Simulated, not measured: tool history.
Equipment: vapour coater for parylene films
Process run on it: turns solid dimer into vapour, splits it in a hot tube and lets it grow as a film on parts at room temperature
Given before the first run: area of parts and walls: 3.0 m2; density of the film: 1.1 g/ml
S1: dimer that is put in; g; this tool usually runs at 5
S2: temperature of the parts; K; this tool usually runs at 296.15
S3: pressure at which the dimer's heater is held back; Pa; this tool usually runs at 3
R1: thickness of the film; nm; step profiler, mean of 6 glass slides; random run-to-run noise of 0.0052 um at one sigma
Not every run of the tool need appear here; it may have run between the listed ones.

| run | hour | S1 | S2 | S3 | R1 |
|---|---|---|---|---|---|
| 1 | 0 | 5 | 296.15 | 3 | 1155 |
| 2 | 8.7 | 5 | 296.15 | 3 | 1144 |
| 3 | 19.8 | 5 | 300.15 | 3 | 991 |
| 4 | 32.3 | 5 | 300.15 | 3 | 982 |
| 5 | 50.9 | 5 | 300.15 | 3 | 991 |
| 6 | 66.2 | 5 | 296.15 | 10.12 | 853 |
| 7 | 76.5 | 5 | 296.15 | 4.65 | 1035 |
| 8 | 89.9 | 5 | 296.15 | 4.65 | 1013 |
| 9 | 107.6 | 5 | 296.15 | 4.65 | 1021 |
| 10 | 115.8 | 5 | 296.15 | 4.65 | 1030 |
| 11 | 133.8 | 5 | 296.15 | 4.65 | 1011 |
| 12 | 142 | 5 | 296.15 | 4.65 | 1021 |
| 13 | 150.8 | 5 | 292.15 | 3 | 1318 |
| 14 | 164.8 | 5 | 292.15 | 3 | 1308 |
| 15 | 178.1 | 5 | 292.15 | 3 | 1310 |
| 16 | 193 | 5 | 292.15 | 3 | 1304 |
| 17 | 209.5 | 5 | 296.15 | 3 | 1125 |
| 18 | 222.8 | 5 | 296.15 | 3 | 1126 |
| 19 | 238.4 | 5 | 296.15 | 3 | 1122 |
| 20 | 246.6 | 5 | 296.15 | 3 | 1121 |
| 21 | 254.7 | 5 | 296.15 | 3 | 1119 |
| 22 | 271.7 | 5 | 296.15 | 3 | 1110 |
| 23 | 289.4 | 5 | 296.15 | 3 | 1114 |
|  | 294.8 | trap's valve overhauled |
| 24 | 301.9 | 5 | 296.15 | 3 | 1076 |
| 25 | 315.9 | 8 | 296.15 | 5.16 | 1497 |
| 26 | 324.9 | 4 | 301.15 | 3 | 706 |
| 27 | 335.3 | 3 | 298.15 | 4.35 | 538 |
| 28 | 349.9 | 3 | 305.15 | 2.8 | 465 |
|  | 362.8 | trap's valve overhauled, once more |
| 29 | 373.1 | 4 | 296.15 | 3.88 | 886 |
| 30 | 391.4 | 5 | 303.15 | 3.72 | 856 |
| 31 | 406.8 | 3 | 300.15 | 2.06 | 667 |
| 32 | 425.3 | 5 | 296.15 | 2.81 | 1186 |
| 33 | 434.6 | 5 | 296.15 | 2.81 | 1198 |
| 34 | 442.8 | 5 | 288.15 | 2.81 | 1463 |
| 35 | 459.2 | 5 | 288.15 | 6.91 | 1292 |
| 36 | 472.4 | 6 | 304.15 | 9.22 | 788 |
| 37 | 488.9 | 8 | 293.15 | 5.05 | 1837 |
| 38 | 504.3 | 3 | 295.15 | 3.22 | 716 |
| 39 | 518.2 | 5 | 295.15 | 2.87 | 1213 |
| 40 | 532.6 | 5 | 296.15 | 3.98 | 1087 |
| 41 | 549.7 | 5 | 296.15 | 3.98 | 1083 |
| 42 | 565.1 | 6 | 293.15 | 7.86 | 1238 |
| 43 | 583.4 | 6 | 290.15 | 7.86 | 1373 |
| 44 | 596 | 6 | 290.15 | 9.74 | 1295 |
| 45 | 606.6 | 6 | 290.15 | 9.74 | 1293 |
| 46 | 615.3 | 5 | 299.15 | 2.38 | 1089 |
| 47 | 629.2 | 5 | 296.15 | 2.29 | 1211 |

For some of the steps in R1 from one run to the next: how much would appear even if the tool had no hidden state, given the settings, what came in and random variation, and how much remains for the hidden state plus any gauge scatter that the measured result and the result without hidden state don't share?
Hidden state present: vapour lost through the trap's worn valve, %; true temperature of the parts over the reading, C; drift of the gauge itself on film_um, %.
Run 24 -> 25: S1 5 -> 8, S3 3 -> 5.16. R1 +421 nm: hidden state -55, all else +476.
Run 25 -> 26: S1 8 -> 4, S2 296.15 -> 301.15, S3 5.16 -> 3. R1 -791 nm: hidden state +98, all else -889.
Run 28 -> 29: S1 3 -> 4, S2 305.15 -> 296.15, S3 2.8 -> 3.88, trap's valve overhauled, once more. R1 +421 nm: hidden state +45, all else +376.
Run 36 -> 37: S1 6 -> 8, S2 304.15 -> 293.15, S3 9.22 -> 5.05. R1 +1049 nm: hidden state -34, all else +1083.
Run 37 -> 38: S1 8 -> 3, S2 293.15 -> 295.15, S3 5.05 -> 3.22. R1 -1121 nm: hidden state +33, all else -1154.
